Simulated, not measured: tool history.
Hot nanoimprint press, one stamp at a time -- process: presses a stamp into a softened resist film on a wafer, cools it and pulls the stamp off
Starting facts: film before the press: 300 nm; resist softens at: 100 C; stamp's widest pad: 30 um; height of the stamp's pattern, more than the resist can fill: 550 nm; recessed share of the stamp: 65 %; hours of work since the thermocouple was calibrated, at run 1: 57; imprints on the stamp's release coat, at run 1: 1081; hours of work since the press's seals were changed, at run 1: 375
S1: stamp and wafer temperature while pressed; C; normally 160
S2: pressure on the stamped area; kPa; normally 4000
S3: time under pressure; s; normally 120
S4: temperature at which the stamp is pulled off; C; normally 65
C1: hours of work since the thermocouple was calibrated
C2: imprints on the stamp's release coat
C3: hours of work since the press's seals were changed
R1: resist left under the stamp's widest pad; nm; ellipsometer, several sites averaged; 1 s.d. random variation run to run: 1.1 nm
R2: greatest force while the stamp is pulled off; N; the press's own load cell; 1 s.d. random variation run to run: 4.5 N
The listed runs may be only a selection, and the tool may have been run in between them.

run 1 hour=0.0 | S1=160 S2=4000 S3=120 S4=65 | C1=57 C2=1081 C3=375 | R1=178.3 R2=263
run 2 hour=22.3 | S1=160 S2=4000 S3=120 S4=65 | C1=69 C2=1161 C3=387 | R1=178.2 R2=267
run 3 hour=37.0 | S1=160 S2=4000 S3=120 S4=65 | C1=76 C2=1214 C3=395 | R1=178.6 R2=270
run 4 hour=61.0 | S1=160 S2=4000 S3=120 S4=65 | C1=89 C2=1300 C3=407 | R1=177.6 R2=279
run 5 hour=85.8 | S1=160 S2=4000 S3=120 S4=65 | C1=102 C2=1389 C3=420 | R1=176.1 R2=278
run 6 hour=102.0 | S1=160 S2=4000 S3=120 S4=65 | C1=110 C2=1447 C3=429 | R1=176.1 R2=293
run 7 hour=117.4 | S1=160 S2=4000 S3=120 S4=65 | C1=118 C2=1503 C3=437 | R1=177.1 R2=282
run 8 hour=138.7 | S1=160 S2=4000 S3=162 S4=65 | C1=130 C2=1580 C3=448 | R1=160.1 R2=284
run 9 hour=156.8 | S1=160 S2=3550 S3=162 S4=65 | C1=139 C2=1645 C3=457 | R1=169.3 R2=289
run 10 hour=191.2 | S1=160 S2=3550 S3=162 S4=65 | C1=157 C2=1768 C3=475 | R1=170.0 R2=295
run 11 hour=222.5 | S1=160 S2=3550 S3=162 S4=65 | C1=173 C2=1881 C3=492 | R1=167.6 R2=297
run 12 hour=253.2 | S1=160 S2=3550 S3=162 S4=65 | C1=189 C2=1991 C3=508 | R1=171.0 R2=307
run 13 hour=277.2 | S1=160 S2=4000 S3=137 S4=65 | C1=202 C2=2078 C3=520 | R1=169.7 R2=314
run 14 hour=291.1 | S1=160 S2=4080 S3=120 S4=65 | C1=209 C2=2128 C3=527 | R1=172.3 R2=312
run 15 hour=309.9 | S1=160 S2=4080 S3=120 S4=65 | C1=219 C2=2195 C3=537 | R1=174.4 R2=310
-- hour=329.7 stamp cleaned and given a new release coat
run 16 hour=335.3 | S1=160 S2=3000 S3=63 S4=65 | C1=229 C2=20 C3=547 | R1=228.3 R2=215
run 17 hour=355.0 | S1=160 S2=3000 S3=63 S4=65 | C1=239 C2=91 C3=558 | R1=225.5 R2=221
run 18 hour=383.1 | S1=160 S2=2770 S3=120 S4=66 | C1=254 C2=192 C3=572 | R1=200.7 R2=219
run 19 hour=402.0 | S1=160 S2=2770 S3=120 S4=66 | C1=264 C2=260 C3=582 | R1=201.1 R2=229
run 20 hour=416.2 | S1=155 S2=5920 S3=225 S4=60 | C1=271 C2=311 C3=590 | R1=156.0 R2=236
run 21 hour=446.3 | S1=160 S2=3920 S3=174 S4=65 | C1=287 C2=419 C3=605 | R1=156.6 R2=235
run 22 hour=460.3 | S1=160 S2=4000 S3=107 S4=65 | C1=294 C2=469 C3=613 | R1=179.1 R2=239
run 23 hour=490.2 | S1=160 S2=4000 S3=107 S4=65 | C1=310 C2=577 C3=628 | R1=180.0 R2=244
run 24 hour=508.3 | S1=166 S2=2710 S3=160 S4=53 | C1=319 C2=642 C3=638 | R1=142.5 R2=283
run 25 hour=533.4 | S1=166 S2=2710 S3=160 S4=53 | C1=332 C2=733 C3=651 | R1=142.2 R2=291
run 26 hour=549.0 | S1=166 S2=2710 S3=160 S4=53 | C1=340 C2=788 C3=659 | R1=143.9 R2=281
-- hour=577.0 plate thermocouple calibrated
run 27 hour=583.3 | S1=160 S2=4000 S3=120 S4=71 | C1=3 C2=901 C3=675 | R1=183.3 R2=237
run 28 hour=599.2 | S1=161 S2=4000 S3=92 S4=71 | C1=12 C2=958 C3=684 | R1=188.5 R2=237
run 29 hour=614.1 | S1=165 S2=4000 S3=107 S4=71 | C1=19 C2=1012 C3=691 | R1=149.7 R2=238

Below, each run's measurement less what the same run would have read without the hidden state. Both values contain the same run-to-run variation, but the gauge's scatter may not be the same in both:
The tool's hidden condition here consists of: true temperature over the reading, C; pressure that arrives at the usual setting, %; grip of the stamp's worn release coat, % over a new coat's; drift of the gauge itself on residual_nm, %; drift of the gauge itself on pull_off_n, %.
run=1 R1=+1.0 R2=+46
run=2 R1=+0.8 R2=+49
run=3 R1=+0.7 R2=+52
run=4 R1=+0.4 R2=+57
run=5 R1=+0.2 R2=+59
run=6 R1=+0.0 R2=+65
run=7 R1=-0.1 R2=+65
run=8 R1=-0.3 R2=+67
run=9 R1=-0.8 R2=+71
run=10 R1=-1.2 R2=+76
run=11 R1=-1.4 R2=+80
run=12 R1=-1.7 R2=+87
run=13 R1=-1.5 R2=+91
run=14 R1=-1.5 R2=+92
run=15 R1=-1.7 R2=+94
run=16 R1=-2.5 R2=-1
run=17 R1=-2.8 R2=+1
run=18 R1=-3.5 R2=+5
run=19 R1=-3.7 R2=+9
run=20 R1=-1.1 R2=+11
run=21 R1=-3.0 R2=+15
run=22 R1=-3.0 R2=+17
run=23 R1=-3.3 R2=+21
run=24 R1=-4.0 R2=+29
run=25 R1=-4.2 R2=+34
run=26 R1=-4.3 R2=+35
run=27 R1=+5.1 R2=+36
run=28 R1=+5.0 R2=+38
run=29 R1=+4.6 R2=+40

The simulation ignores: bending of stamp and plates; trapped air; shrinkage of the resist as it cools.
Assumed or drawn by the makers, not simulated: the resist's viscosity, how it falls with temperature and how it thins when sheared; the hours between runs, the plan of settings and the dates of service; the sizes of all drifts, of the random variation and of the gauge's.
